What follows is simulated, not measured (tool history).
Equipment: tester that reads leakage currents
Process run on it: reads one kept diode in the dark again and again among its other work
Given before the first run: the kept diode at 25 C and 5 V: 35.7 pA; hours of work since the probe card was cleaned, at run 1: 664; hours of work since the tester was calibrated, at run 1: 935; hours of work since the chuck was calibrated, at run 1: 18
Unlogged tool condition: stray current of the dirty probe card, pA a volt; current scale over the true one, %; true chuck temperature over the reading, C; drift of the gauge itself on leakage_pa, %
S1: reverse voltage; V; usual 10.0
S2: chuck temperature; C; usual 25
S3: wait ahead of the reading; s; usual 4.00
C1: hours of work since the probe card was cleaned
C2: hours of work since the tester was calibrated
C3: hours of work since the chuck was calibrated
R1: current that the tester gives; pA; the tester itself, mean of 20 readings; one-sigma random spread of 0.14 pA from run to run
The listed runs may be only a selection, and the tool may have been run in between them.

run,hour,S1,S2,S3,C1,C2,C3,R1
1,0.0,10.0,25,4.00,664,935,18,45.80
2,26.0,10.0,25,4.00,683,954,37,46.09
3,62.1,10.0,25,4.00,710,981,64,46.45
4,83.5,10.0,25,4.00,725,997,79,46.47
5,106.6,10.0,25,4.00,742,1014,96,46.73
6,136.9,10.0,29,4.00,765,1036,119,63.61
7,154.3,10.0,29,4.00,778,1049,132,64.14
8,190.3,10.0,29,4.00,804,1076,158,64.04
9,229.4,10.0,29,4.00,833,1104,187,64.25
10,253.2,10.0,29,0.31,851,1122,205,67.03
11,290.3,10.0,29,0.31,878,1149,232,66.72
12,318.0,10.0,29,0.31,898,1170,253,67.52
13,337.9,10.0,29,0.31,913,1184,267,67.66
14,359.4,10.0,29,0.31,929,1200,283,67.98
15,390.7,10.0,29,0.31,952,1223,306,68.56
16,427.3,10.0,29,0.31,979,1251,333,68.18
17,446.8,10.0,29,0.31,994,1265,348,68.38
18,466.1,10.0,29,0.89,1008,1279,362,66.82
19,502.4,10.0,29,0.89,1035,1306,389,67.22
20,528.6,10.0,29,1.24,1054,1325,408,66.99
21,552.9,10.0,25,4.54,1072,1343,426,48.97
22,584.3,10.0,25,4.54,1095,1366,449,49.16
23,614.2,18.1,25,4.00,1117,1389,471,60.67
# hour 620.2: probe card cleaned and baked
24,646.8,17.1,39,0.54,20,1410,493,172.80
25,664.8,17.1,39,0.54,33,1424,507,172.38
26,688.2,17.1,39,0.54,50,1441,524,173.25
27,705.5,2.6,52,0.58,63,1454,537,237.68
28,732.4,2.6,31,0.58,83,1474,556,52.74
29,750.0,10.0,25,3.45,96,1487,569,51.07
30,771.8,10.0,25,3.45,112,1503,586,51.71
# hour 790.4: probe card cleaned and baked, once more
31,792.0,1.1,23,0.92,1,1515,598,20.89
32,822.1,10.0,46,4.00,23,1538,620,235.52
33,848.6,4.0,54,1.55,43,1557,640,312.64
34,875.0,10.0,21,4.00,62,1577,660,35.13
35,896.0,10.0,21,4.00,78,1592,675,35.16
36,929.6,2.1,21,2.58,103,1617,700,21.94
37,950.8,2.1,21,2.58,118,1633,716,21.95
38,984.9,2.1,21,2.58,144,1658,741,22.06
39,1021.2,2.1,21,2.58,170,1685,768,22.19

Results for each run, recomputed without the tool's hidden state and with each run's random variation untouched:
run,R1
1,44.28
2,44.42
3,44.57
4,44.47
5,44.58
6,61.06
7,61.45
8,61.10
9,61.04
10,63.65
11,63.08
12,63.65
13,63.64
14,63.81
15,64.13
16,63.53
17,63.56
18,61.85
19,61.98
20,61.56
21,44.26
22,44.26
23,53.22
24,157.64
25,156.98
26,157.38
27,223.14
28,48.30
29,44.16
30,44.61
31,19.26
32,219.25
33,291.59
34,31.98
35,31.91
36,19.90
37,19.86
38,19.88
39,19.93
